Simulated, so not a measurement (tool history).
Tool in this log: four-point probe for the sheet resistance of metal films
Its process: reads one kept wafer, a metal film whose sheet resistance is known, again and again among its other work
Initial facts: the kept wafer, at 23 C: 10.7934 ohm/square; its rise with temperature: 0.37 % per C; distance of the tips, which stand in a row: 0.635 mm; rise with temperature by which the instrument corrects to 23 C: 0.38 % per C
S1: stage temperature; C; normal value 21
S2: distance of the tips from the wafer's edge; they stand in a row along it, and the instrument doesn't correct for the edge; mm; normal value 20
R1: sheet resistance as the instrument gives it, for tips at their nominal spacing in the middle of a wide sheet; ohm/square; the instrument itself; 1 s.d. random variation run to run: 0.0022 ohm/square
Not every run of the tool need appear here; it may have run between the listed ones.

run    hour  S1  S2         R1
  1     0.0  21  20  10.788824
  2    88.2  21  20  10.791598
  3   148.8  21  20  10.793596
  4   263.0  21  20  10.795887
  5   361.0  20  20  10.797387
  6   435.9  20  20  10.800603
  7   511.9  20  20  10.803786
  8   572.3  20  20  10.805090
  9   634.8  20  20  10.804435
 10   726.4  20  20  10.804786
 11   854.5  20  20  10.807013
 12   932.6  21  20  10.810050
 13  1002.4  21  20  10.808534
 14  1133.6  21  20  10.815225
 15  1214.1  21  20  10.814720
 16  1269.1  21  20  10.819040
 17  1399.8  21  20  10.819617
 18  1466.9  21  20  10.820396
 19  1595.0  18  20  10.824616
 20  1685.6  18  20  10.828985
 21  1809.0  21   8  10.855323
 22  1921.4  21   8  10.861865
 23  2036.7  21   8  10.862402
 24  2093.0  21   8  10.861933
 25  2151.1  32   5  10.902487
 26  2275.9  20  20  10.836648
 27  2329.7  20  20  10.837140
 28  2455.6  23  24  10.836702
 29  2510.9  22   7  10.881120
 30  2580.8  22  12  10.852011
 31  2709.4  19  72  10.841426
 32  2763.7  30  20  10.836307
 33  2887.9  32  11  10.852798
     2922.8  -- stage's thermometer calibrated
 34  2977.7  32  11  10.860626
 35  3107.3  32  11  10.864636
 36  3172.4  31  25  10.849021
 37  3236.1  31  25  10.849256
 38  3317.2  31  25  10.853905
 39  3402.1  21  16  10.872284
 40  3459.2  19  16  10.872665
 41  3557.7  20  56  10.865601
 42  3684.7  21  71  10.866746
 43  3782.3  21  38  10.872682
 44  3852.4  33   4  11.003029
 45  3926.7  29  10  10.890720

Results for each run, recomputed without the tool's hidden state and with each run's random variation untouched:
Hidden conditions of the tool in this case: inner tips' distance over the nominal, %; tips' flats over new ones', %; wafer's true temperature over the reading, C; drift of the gauge itself on sheet_ohm, %.
run         R1
  1  10.800113
  2  10.801195
  3  10.801825
  4  10.801658
  5  10.800818
  6  10.802354
  7  10.804098
  8  10.804261
  9  10.802462
 10  10.801046
 11  10.800821
 12  10.802289
 13  10.799321
 14  10.803332
 15  10.801065
 16  10.804284
 17  10.802289
 18  10.801855
 19  10.803666
 20  10.806237
 21  10.830179
 22  10.834490
 23  10.832674
 24  10.830932
 25  10.870033
 26  10.802221
 27  10.801563
 28  10.798542
 29  10.841635
 30  10.811231
 31  10.798411
 32  10.791856
 33  10.805599
 34  10.802666
 35  10.804147
 36  10.787198
 37  10.786321
 38  10.789208
 39  10.805771
 40  10.805094
 41  10.796017
 42  10.794451
 43  10.798436
 44  10.926406
 45  10.813226
